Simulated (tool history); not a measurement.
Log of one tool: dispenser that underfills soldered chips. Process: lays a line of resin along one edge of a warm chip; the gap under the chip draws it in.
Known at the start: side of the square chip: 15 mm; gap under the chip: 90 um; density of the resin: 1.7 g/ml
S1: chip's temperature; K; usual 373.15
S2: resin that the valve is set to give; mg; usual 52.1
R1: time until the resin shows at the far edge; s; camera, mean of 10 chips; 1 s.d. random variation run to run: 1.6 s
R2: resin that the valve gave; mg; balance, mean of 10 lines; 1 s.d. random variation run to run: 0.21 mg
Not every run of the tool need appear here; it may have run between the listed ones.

Run 1, day 0: usual settings. Result: R1 208.8 s, R2 48.16 mg.
At day 0.05: new syringe of resin.
Run 2, day 0.158: usual settings. Result: R1 176 s, R2 48.36 mg.
Run 3, day 0.354: usual settings. Result: R1 198.3 s, R2 48.3 mg.
At day 0.483: new syringe of resin.
Run 4, day 0.542: usual settings but S2 65.8 mg. Result: R1 160.8 s, R2 60.78 mg.
Run 5, day 0.671: usual settings but S1 366.15 K, S2 65.8 mg. Result: R1 225.7 s, R2 60.66 mg.
Run 6, day 0.85: usual settings but S2 49.7 mg. Result: R1 211.4 s, R2 45.35 mg.
At day 0.912: new syringe of resin.
Run 7, day 0.992: usual settings but S2 49.7 mg. Result: R1 167.5 s, R2 45.25 mg.
Run 8, day 1.225: usual settings but S2 49.7 mg. Result: R1 197.8 s, R2 45.24 mg.
Run 9, day 1.325: usual settings but S2 49.7 mg. Result: R1 211.3 s, R2 45.13 mg.
At day 1.354: new syringe of resin.
Run 10, day 1.467: usual settings but S2 49.7 mg. Result: R1 174 s, R2 45.19 mg.
Run 11, day 1.575: usual settings but S2 49.7 mg. Result: R1 186.9 s, R2 45 mg.
Run 12, day 1.729: usual settings but S1 368.15 K, S2 49.7 mg. Result: R1 252.4 s, R2 44.85 mg.
At day 1.783: new syringe of resin.
Run 13, day 1.933: usual settings but S1 368.15 K, S2 49.7 mg. Result: R1 215.2 s, R2 44.74 mg.
Run 14, day 2.108: usual settings but S1 368.15 K, S2 49.7 mg. Result: R1 241.9 s, R2 44.52 mg.
At day 2.221: new syringe of resin.
Run 15, day 2.221: usual settings. Result: R1 165.8 s, R2 46.76 mg.
Run 16, day 2.446: usual settings but S2 57 mg. Result: R1 189.2 s, R2 51.11 mg.
At day 2.654: new syringe of resin.
Run 17, day 2.675: usual settings but S2 57 mg. Result: R1 157.8 s, R2 50.92 mg.
At day 2.783: dispensing valve cleaned and set on the balance.
Run 18, day 2.875: usual settings but S1 362.15 K, S2 55.4 mg. Result: R1 256.2 s, R2 55.37 mg.
Run 19, day 3.021: usual settings but S1 359.15 K, S2 51.8 mg. Result: R1 317.8 s, R2 51.78 mg.
At day 3.125: new syringe of resin.
Run 20, day 3.162: usual settings but S1 361.15 K, S2 65.1 mg. Result: R1 248 s, R2 64.85 mg.
Run 21, day 3.271: usual settings but S1 361.15 K, S2 65.1 mg. Result: R1 265.2 s, R2 64.17 mg.
Run 22, day 3.383: usual settings but S1 361.15 K, S2 65.1 mg. Result: R1 281.1 s, R2 64.73 mg.
Run 23, day 3.517: usual settings but S1 361.15 K, S2 65.1 mg. Result: R1 316.9 s, R2 64.36 mg.
At day 3.55: new syringe of resin.
Run 24, day 3.629: usual settings but S1 377.15 K, S2 45.4 mg. Result: R1 145.4 s, R2 44.81 mg.
Run 25, day 3.812: usual settings but S1 377.15 K, S2 45.4 mg. Result: R1 167.4 s, R2 44.92 mg.
Run 26, day 3.946: usual settings but S1 377.15 K, S2 45.4 mg. Result: R1 185.6 s, R2 44.76 mg.
At day 3.988: new syringe of resin.
Run 27, day 4.067: usual settings but S1 386.15 K, S2 51 mg. Result: R1 106.9 s, R2 50.14 mg.
Run 28, day 4.233: usual settings but S1 360.15 K, S2 56.5 mg. Result: R1 302 s, R2 54.9 mg.
At day 4.412: new syringe of resin.
Run 29, day 4.458: usual settings but S2 46.1 mg. Result: R1 171.2 s, R2 45.02 mg.

What would each run have given without the hidden state, its run-to-run variation left as it was?
Unlogged tool condition in this case: resin's viscosity, % of fresh resin's; dose that the valve gives, % of what is set; true chip temperature over the reading, C; drift of the gauge itself on fill_s, %; drift of the gauge itself on given_mg, %.
run     R1     R2
  1    156  51.99
  2  159.2   52.3
  3  156.4  52.39
  4  151.5  66.12
  5  194.1  66.12
  6  157.7  49.56
  7  157.1  49.55
  8  157.6  49.72
  9  157.2  49.67
 10  155.2  49.83
 11  154.7  49.71
 12  187.1  49.66
 13  188.7   49.7
 14  187.1  49.58
 15  157.2  52.16
 16  154.6  57.22
 17  154.5  57.17
 18  228.1  55.42
 19  255.5  51.94
 20    238  65.17
 21  236.1  64.58
 22  231.3  65.25
 23  237.6  64.99
 24  136.9   45.3
 25  138.2  45.53
 26    140  45.45
 27   99.5  50.99
 28  249.5  55.99
 29  160.7  46.06
